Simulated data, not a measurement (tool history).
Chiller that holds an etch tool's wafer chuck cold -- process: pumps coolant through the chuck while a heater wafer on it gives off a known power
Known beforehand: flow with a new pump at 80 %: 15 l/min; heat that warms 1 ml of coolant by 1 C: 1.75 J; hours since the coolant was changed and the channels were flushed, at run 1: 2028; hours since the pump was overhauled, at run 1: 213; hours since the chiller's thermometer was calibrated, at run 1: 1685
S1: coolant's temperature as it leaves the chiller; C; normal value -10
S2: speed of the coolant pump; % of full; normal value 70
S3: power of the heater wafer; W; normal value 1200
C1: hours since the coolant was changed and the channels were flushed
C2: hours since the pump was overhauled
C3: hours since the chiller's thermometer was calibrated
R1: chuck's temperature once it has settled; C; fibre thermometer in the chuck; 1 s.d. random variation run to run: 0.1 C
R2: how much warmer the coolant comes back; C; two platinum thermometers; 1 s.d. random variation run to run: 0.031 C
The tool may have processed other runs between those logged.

| run | day | S1 | S2 | S3 | C1 | C2 | C3 | R1 | R2 |
|---|---|---|---|---|---|---|---|---|---|
| 1 | 0.000 | -10 | 70 | 1200 | 2028 | 213 | 1685 | 2.5 | 3.11 |
| 2 | 2.467 | -10 | 70 | 1200 | 2087 | 272 | 1744 | 2.4 | 3.16 |
| 3 | 4.058 | -10 | 70 | 1200 | 2126 | 311 | 1783 | 2.5 | 3.12 |
| 4 | 5.550 | -10 | 70 | 1200 | 2161 | 347 | 1818 | 2.6 | 3.18 |
| 5 | 7.117 | -10 | 70 | 1760 | 2199 | 384 | 1856 | 8.4 | 4.66 |
| 6 | 8.538 | -16 | 70 | 1200 | 2233 | 418 | 1890 | -3.3 | 3.16 |
| 7 | 11.133 | -16 | 70 | 1200 | 2295 | 480 | 1952 | -3.2 | 3.16 |
| 8 | 12.417 | -10 | 96 | 1200 | 2326 | 511 | 1983 | 0.3 | 2.36 |
| 9 | 13.971 | -10 | 96 | 1200 | 2364 | 549 | 2021 | 0.2 | 2.30 |
| 10 | 15.158 | -10 | 96 | 1200 | 2392 | 577 | 2049 | 0.3 | 2.26 |
| 11 | 17.100 | -10 | 66 | 1200 | 2439 | 624 | 2096 | 3.5 | 3.38 |
| 12 | 18.650 | -10 | 66 | 1200 | 2476 | 661 | 2133 | 3.5 | 3.38 |
| 13 | 19.929 | -10 | 66 | 1200 | 2507 | 692 | 2164 | 3.6 | 3.41 |
| 14 | 22.250 | -10 | 66 | 1200 | 2562 | 747 | 2219 | 3.3 | 3.41 |
| 15 | 23.354 | -10 | 66 | 1200 | 2589 | 774 | 2246 | 3.6 | 3.39 |
| 16 | 24.988 | -10 | 66 | 1200 | 2628 | 813 | 2285 | 3.6 | 3.42 |
| 17 | 26.354 | -10 | 73 | 1200 | 2661 | 846 | 2318 | 2.8 | 3.06 |
| 18 | 27.612 | -10 | 94 | 1200 | 2691 | 876 | 2348 | 0.8 | 2.44 |
| 19 | 29.796 | -10 | 94 | 1200 | 2743 | 928 | 2400 | 0.7 | 2.42 |
| 20 | 31.150 | -10 | 94 | 1200 | 2776 | 961 | 2433 | 0.7 | 2.38 |
| 21 | 32.417 | -10 | 82 | 1277 | 2806 | 991 | 2463 | 2.6 | 2.99 |
| 22 | 34.317 | -10 | 75 | 1398 | 2852 | 1037 | 2509 | 4.7 | 3.54 |
| 23 | 36.629 | -5 | 63 | 1398 | 2907 | 1092 | 2564 | 11.5 | 4.12 |
| 24 | 37.788 | -5 | 70 | 1538 | 2935 | 1120 | 2592 | 11.8 | 4.18 |
|  | 38.450 | coolant changed, channels flushed |
| 25 | 40.142 | -5 | 70 | 1538 | 41 | 1171 | 2643 | 10.7 | 4.15 |
| 26 | 42.317 | -6 | 81 | 1497 | 93 | 1223 | 2695 | 7.9 | 3.51 |
| 27 | 44.571 | -6 | 81 | 1497 | 147 | 1277 | 2749 | 7.9 | 3.58 |
| 28 | 46.929 | -4 | 81 | 606 | 203 | 1334 | 2805 | 2.0 | 1.42 |
| 29 | 48.233 | -4 | 81 | 606 | 235 | 1365 | 2837 | 2.3 | 1.37 |
| 30 | 49.804 | -15 | 70 | 1200 | 272 | 1403 | 2875 | -2.1 | 3.25 |
| 31 | 51.538 | -7 | 62 | 707 | 314 | 1444 | 2916 | 1.5 | 2.20 |
| 32 | 53.583 | 0 | 64 | 1417 | 363 | 1493 | 2965 | 16.0 | 4.24 |

Below are 4 alternative next runs, each starting from the tool's condition after run 32. Predict each:
| A | 54.775 | -10 | 80 | 1200 | 392 | 1522 | 2994 | ? | ? |
| B | 54.775 | -10 | 87 | 1456 | 392 | 1522 | 2994 | ? | ? |
| C | 54.775 | -6 | 96 | 747 | 392 | 1522 | 2994 | ? | ? |
| D | 54.775 | -14 | 64 | 1200 | 392 | 1522 | 2994 | ? | ? |

| run | R1 | R2 |
|---|---|---|
| A | 1.7 | 2.92 |
| B | 3.3 | 3.25 |
| C | 0.7 | 1.52 |
| D | -0.3 | 3.62 |
The same runs, with their run-to-run variation unchanged, on a tool lacking any hidden condition would have given:
| run | R1 | R2 |
|---|---|---|
| A | 0.3 | 2.78 |
| B | 1.8 | 3.09 |
| C | -0.4 | 1.44 |
| D | -1.9 | 3.44 |
